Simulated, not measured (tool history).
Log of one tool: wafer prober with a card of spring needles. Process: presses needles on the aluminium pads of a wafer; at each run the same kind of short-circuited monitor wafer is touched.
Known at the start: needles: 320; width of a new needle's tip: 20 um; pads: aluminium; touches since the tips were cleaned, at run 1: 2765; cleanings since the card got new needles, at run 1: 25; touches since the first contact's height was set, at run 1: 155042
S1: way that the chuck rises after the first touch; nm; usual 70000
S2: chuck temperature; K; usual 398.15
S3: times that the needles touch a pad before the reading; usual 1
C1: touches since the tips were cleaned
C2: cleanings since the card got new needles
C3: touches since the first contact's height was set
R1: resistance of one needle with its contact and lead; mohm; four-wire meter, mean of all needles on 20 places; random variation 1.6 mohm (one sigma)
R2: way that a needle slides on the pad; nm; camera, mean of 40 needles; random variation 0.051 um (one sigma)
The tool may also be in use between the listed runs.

run,hour,S1,S2,S3,C1,C2,C3,R1,R2
1,0,70000,398.15,1,2765,25,155042,228,17300
# hour 4.1: tips cleaned on abrasive film
2,9.5,70000,398.15,1,3915,26,161794,234,17350
# hour 11.8: tips cleaned on abrasive film
# hour 19.6: tips cleaned on abrasive film
3,19.6,70000,398.15,1,10,28,168871,171,17230
# hour 27.7: tips cleaned on abrasive film
4,30.1,70000,398.15,1,1712,29,176334,213,17250
# hour 35.5: tips cleaned on abrasive film
5,40.3,70000,398.15,1,3432,30,183518,234,17140
# hour 43.9: tips cleaned on abrasive film
6,51.2,70000,398.15,1,5229,31,191261,245,17130
# hour 51.9: tips cleaned on abrasive film
7,58.8,70000,398.15,1,4892,32,196609,246,17120
# hour 59.6: tips cleaned on abrasive film
# hour 67.7: tips cleaned on abrasive film
8,67.7,70000,398.15,1,0,34,202854,171,17040
# hour 68.7: height of the first contact set anew
# hour 76.2: tips cleaned on abrasive film
9,78.8,70000,398.15,1,1889,35,7169,216,16800
# hour 84.4: tips cleaned on abrasive film
10,86.1,70000,398.15,1,1187,36,12277,205,16860
# hour 92: tips cleaned on abrasive film
11,93.4,67000,398.15,1,993,37,17465,205,16100
# hour 99.7: tips cleaned on abrasive film
12,100,86000,398.15,1,221,38,22091,173,20980
# hour 107.4: tips cleaned on abrasive film
13,108.5,86000,398.15,1,771,39,28106,185,20950
# hour 115.5: tips cleaned on abrasive film
14,117.7,70000,322.15,1,1583,40,34629,205,16810
# hour 123.7: tips cleaned on abrasive film
15,128.9,70000,322.15,1,3741,41,42587,238,16810
# hour 131.8: tips cleaned on abrasive film
# hour 137.2: height of the first contact set anew, once more
16,138.1,55000,328.15,1,4357,42,649,279,14130
# hour 140: tips cleaned on abrasive film
# hour 147.9: tips cleaned on abrasive film
17,148.1,85000,312.15,2,131,44,7599,153,21850
# hour 156: tips cleaned on abrasive film
18,160.2,58000,398.15,2,2991,45,16203,217,14810
# hour 163.8: tips cleaned on abrasive film
19,169.7,58000,398.15,2,4258,46,22981,229,14760
# hour 171.5: tips cleaned on abrasive film
# hour 179.2: tips cleaned on abrasive film
20,182.2,58000,398.15,2,2154,48,31773,210,14730
# hour 187.3: tips cleaned on abrasive film
21,191,70000,351.15,1,2658,49,38009,217,17750
# hour 194.9: tips cleaned on abrasive film
22,197.2,62000,398.15,2,1636,50,42357,203,15700
23,202.3,87000,364.15,3,5257,50,45978,176,22160
# hour 203.4: tips cleaned on abrasive film
# hour 211.2: tips cleaned on abrasive film
24,214.2,63000,330.15,2,2193,52,54421,201,15990
# hour 218.7: tips cleaned on abrasive film
25,224.6,68000,398.15,1,4204,53,61757,242,17220
# hour 226.9: tips cleaned on abrasive film
26,232,68000,398.15,1,3686,54,66999,240,17070
# hour 235.1: tips cleaned on abrasive film
# hour 242.9: tips cleaned on abrasive film
27,243.1,68000,398.15,3,210,56,74828,170,17110
# hour 250.8: tips cleaned on abrasive film
28,254.9,69000,383.15,1,2878,57,83140,229,17350
# hour 258.7: tips cleaned on abrasive film
29,265.3,69000,383.15,1,4719,58,90561,246,17490

5 ways to go on from here, each from the tool as it stands after run 29. What would each give?
# hour 266.3: tips cleaned on abrasive film
A,271.9,70000,322.15,1,4037,59,95216,?,?
# hour 266.3: tips cleaned on abrasive film
B,271.9,55000,383.15,3,4037,59,95216,?,?
# hour 266.3: tips cleaned on abrasive film
C,271.9,72000,304.15,1,4037,59,95216,?,?
# hour 266.3: tips cleaned on abrasive film
D,271.9,82000,363.15,1,4037,59,95216,?,?
# hour 266.3: tips cleaned on abrasive film
E,271.9,79000,358.15,1,4037,59,95216,?,?

run,R1,R2
A,240,17590
B,213,13690
C,234,18070
D,223,20650
E,221,19830
Without the tool's hidden state the same runs would have given:
run,R1,R2
A,151,18020
B,166,14120
C,148,18490
D,160,21080
E,154,20260

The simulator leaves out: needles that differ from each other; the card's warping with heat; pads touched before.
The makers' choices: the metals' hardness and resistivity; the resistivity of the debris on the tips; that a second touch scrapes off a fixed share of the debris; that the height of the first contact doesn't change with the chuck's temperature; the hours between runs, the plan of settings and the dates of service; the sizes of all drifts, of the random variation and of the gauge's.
